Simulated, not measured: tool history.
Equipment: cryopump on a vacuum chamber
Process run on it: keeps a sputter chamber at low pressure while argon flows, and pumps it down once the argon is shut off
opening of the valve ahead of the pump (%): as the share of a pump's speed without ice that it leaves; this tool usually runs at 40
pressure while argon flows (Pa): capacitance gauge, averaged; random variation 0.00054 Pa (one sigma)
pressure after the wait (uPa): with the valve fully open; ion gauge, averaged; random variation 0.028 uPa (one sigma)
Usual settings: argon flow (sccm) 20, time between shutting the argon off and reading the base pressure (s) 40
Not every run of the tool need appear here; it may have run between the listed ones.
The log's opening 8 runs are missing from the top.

run	hour	argon flow (sccm)	time between shutting the argon off and reading the base pressure (s)	opening of the valve ahead of the pump (%)	hours of work since the pump was warmed up and emptied	hours of work since the cold head was overhauled	hours of work since the chamber's fittings were tightened	pressure while argon flows (Pa)	pressure after the wait (uPa)
9	592.3	19	33	40	112	1724	510	0.0492	1.76
10	648.6	19	33	40	161	1773	559	0.0491	1.86
11	738.6	19	33	40	239	1851	637	0.051	1.9
12	828.2	20	40	40	317	1929	715	0.0541	1.77
13	876.6	20	40	40	359	1971	757	0.0548	1.76
14	925.7	20	40	40	402	2014	800	0.0566	1.82
15	1012.7	20	40	40	478	2089	875	0.0566	1.87
# hour 1058.8: pump warmed up, emptied and cooled again
16	1060.1	20	40	40	1	2126	912	0.0497	1.73
17	1103.1	20	40	40	38	2163	949	0.051	1.8
18	1202.5	11	195	40	125	2250	1036	0.028	0.9
19	1261.7	32	50	26	176	2301	1087	0.1266	1.62
20	1324.5	32	59	20	231	2356	1141	0.165	1.56
21	1377.4	14	118	34	277	2402	1187	0.0433	1.23
22	1426.2	23	118	34	319	2444	1230	0.0724	1.25
23	1489.1	23	118	34	374	2499	1284	0.0724	1.38
24	1567.3	13	223	34	442	2567	1352	0.043	1.22
25	1645.1	34	32	21	509	2634	1420	0.1732	2.51
# hour 1654.7: pump warmed up, emptied and cooled again
26	1713.9	26	39	21	51	2689	1475	0.124	2.04
27	1798.2	26	39	21	125	2763	1549	0.1258	2.1
28	1858.3	36	154	19	177	2815	1601	0.1922	1.28
29	1913.8	20	40	25	225	2863	1649	0.0824	2.25
30	1961.5	20	40	25	266	2904	1690	0.084	2.2
31	2044.1	20	40	25	338	2976	1762	0.0833	2.32
32	2115.2	20	40	25	400	3038	1824	0.0851	2.36
# hour 2143.1: leaking fittings of the chamber tightened, without venting
33	2207.4	20	278	56	478	3116	56	0.0417	0.48

Predict each of these 5 candidate next runs independently; none follows another, all start after run 33:
# hour 2256.8: pump warmed up, emptied and cooled again
A	2261.4	20	81	37	4	3159	98	?	?
# hour 2256.8: pump warmed up, emptied and cooled again
B	2261.4	20	117	30	4	3159	98	?	?
# hour 2256.8: pump warmed up, emptied and cooled again
C	2261.4	13	40	30	4	3159	98	?	?
# hour 2256.8: pump warmed up, emptied and cooled again
D	2261.4	20	22	56	4	3159	98	?	?
# hour 2256.8: pump warmed up, emptied and cooled again
E	2261.4	20	143	40	4	3159	98	?	?

run	pressure while argon flows (Pa)	pressure after the wait (uPa)
A	0.0547	0.81
B	0.0673	0.66
C	0.0429	1.4
D	0.0356	2.34
E	0.05	0.61
The same runs, with their run-to-run variation unchanged, on a tool lacking any hidden condition would have given:
run	pressure while argon flows (Pa)	pressure after the wait (uPa)
A	0.0542	0.71
B	0.0668	0.56
C	0.0426	1.31
D	0.0351	2.24
E	0.0495	0.51
